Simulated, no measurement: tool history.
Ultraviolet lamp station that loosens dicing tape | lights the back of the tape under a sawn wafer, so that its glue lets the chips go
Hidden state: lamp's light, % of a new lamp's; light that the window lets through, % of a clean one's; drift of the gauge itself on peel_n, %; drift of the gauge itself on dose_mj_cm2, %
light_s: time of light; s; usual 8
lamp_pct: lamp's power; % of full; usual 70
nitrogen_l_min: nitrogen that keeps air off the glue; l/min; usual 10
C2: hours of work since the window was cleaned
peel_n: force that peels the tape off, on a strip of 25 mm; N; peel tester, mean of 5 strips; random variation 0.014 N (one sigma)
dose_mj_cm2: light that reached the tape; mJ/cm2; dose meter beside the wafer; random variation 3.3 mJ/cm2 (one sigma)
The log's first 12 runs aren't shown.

Run 13, day 11.717: usual settings but light_s 9 s; hours of work of the lamp 1105; C2 523. Result: peel_n 0.761 N, dose_mj_cm2 483 mJ/cm2.
Run 14, day 12.954: usual settings but lamp_pct 64 % of full; hours of work of the lamp 1128; C2 546. Result: peel_n 1.157 N, dose_mj_cm2 393 mJ/cm2.
Run 15, day 14.442: usual settings but lamp_pct 64 % of full; hours of work of the lamp 1156; C2 574. Result: peel_n 1.169 N, dose_mj_cm2 390 mJ/cm2.
Run 16, day 15.142: usual settings but lamp_pct 64 % of full; hours of work of the lamp 1170; C2 587. Result: peel_n 1.200 N, dose_mj_cm2 385 mJ/cm2.
Run 17, day 16.725: usual settings but lamp_pct 64 % of full; hours of work of the lamp 1200; C2 617. Result: peel_n 1.204 N, dose_mj_cm2 384 mJ/cm2.
At day 17.262: window cleaned of glue's vapour.
Run 18, day 17.604: usual settings but lamp_pct 75 % of full; hours of work of the lamp 1216; C2 6. Result: peel_n 0.970 N, dose_mj_cm2 436 mJ/cm2.
Run 19, day 18.904: usual settings but lamp_pct 75 % of full; hours of work of the lamp 1240; C2 31. Result: peel_n 0.943 N, dose_mj_cm2 437 mJ/cm2.
Run 20, day 20.129: usual settings but lamp_pct 75 % of full; hours of work of the lamp 1264; C2 54. Result: peel_n 0.975 N, dose_mj_cm2 438 mJ/cm2.
Run 21, day 21.133: usual settings but lamp_pct 63 % of full, nitrogen_l_min 8 l/min; hours of work of the lamp 1283; C2 73. Result: peel_n 1.608 N, dose_mj_cm2 362 mJ/cm2.
Run 22, day 22.179: usual settings but light_s 9 s, lamp_pct 75 % of full, nitrogen_l_min 9 l/min; hours of work of the lamp 1302; C2 93. Result: peel_n 0.840 N, dose_mj_cm2 484 mJ/cm2.
At day 22.858: window cleaned of glue's vapour, once more.
Run 23, day 23.067: usual settings but light_s 9 s, lamp_pct 75 % of full, nitrogen_l_min 9 l/min; hours of work of the lamp 1319; C2 4. Result: peel_n 0.667 N, dose_mj_cm2 526 mJ/cm2.
Run 24, day 23.762: usual settings but light_s 9 s, lamp_pct 75 % of full, nitrogen_l_min 9 l/min; hours of work of the lamp 1332; C2 17. Result: peel_n 0.736 N, dose_mj_cm2 524 mJ/cm2.
Run 25, day 24.696: usual settings but light_s 4 s, lamp_pct 87 % of full, nitrogen_l_min 4 l/min; hours of work of the lamp 1350; C2 35. Result: peel_n 2.869 N, dose_mj_cm2 270 mJ/cm2.
Run 26, day 25.846: usual settings but light_s 13 s, lamp_pct 78 % of full, nitrogen_l_min 13 l/min; hours of work of the lamp 1371; C2 56. Result: peel_n 0.217 N, dose_mj_cm2 779 mJ/cm2.
Run 27, day 27.212: usual settings but light_s 13 s, lamp_pct 78 % of full, nitrogen_l_min 13 l/min; hours of work of the lamp 1397; C2 82. Result: peel_n 0.214 N, dose_mj_cm2 781 mJ/cm2.
Run 28, day 28.688: usual settings but light_s 13 s, lamp_pct 78 % of full, nitrogen_l_min 13 l/min; hours of work of the lamp 1425; C2 110. Result: peel_n 0.234 N, dose_mj_cm2 774 mJ/cm2.
Run 29, day 29.379: usual settings but light_s 13 s, lamp_pct 78 % of full; hours of work of the lamp 1438; C2 123. Result: peel_n 0.270 N, dose_mj_cm2 782 mJ/cm2.
Run 30, day 30.812: usual settings but light_s 7 s, lamp_pct 69 % of full, nitrogen_l_min 6 l/min; hours of work of the lamp 1465; C2 150. Result: peel_n 1.691 N, dose_mj_cm2 370 mJ/cm2.

Forecast each of these 3 alternatives for the next run:
Run A, day 32.438: usual settings but light_s 5 s; hours of work of the lamp 1496; C2 181. Result: peel_n ?, dose_mj_cm2 ?.
Run B, day 32.438: usual settings but nitrogen_l_min 19 l/min; hours of work of the lamp 1496; C2 181. Result: peel_n ?, dose_mj_cm2 ?.
Run C, day 32.438: usual settings but light_s 4 s; hours of work of the lamp 1496; C2 181. Result: peel_n ?, dose_mj_cm2 ?.

run  peel_n  dose_mj_cm2
  A   2.165          261
  B   0.746          420
  C   2.787          211
Without the tool's hidden state the same runs would have given:
run  peel_n  dose_mj_cm2
  A   1.595          325
  B   0.459          522
  C   2.172          261
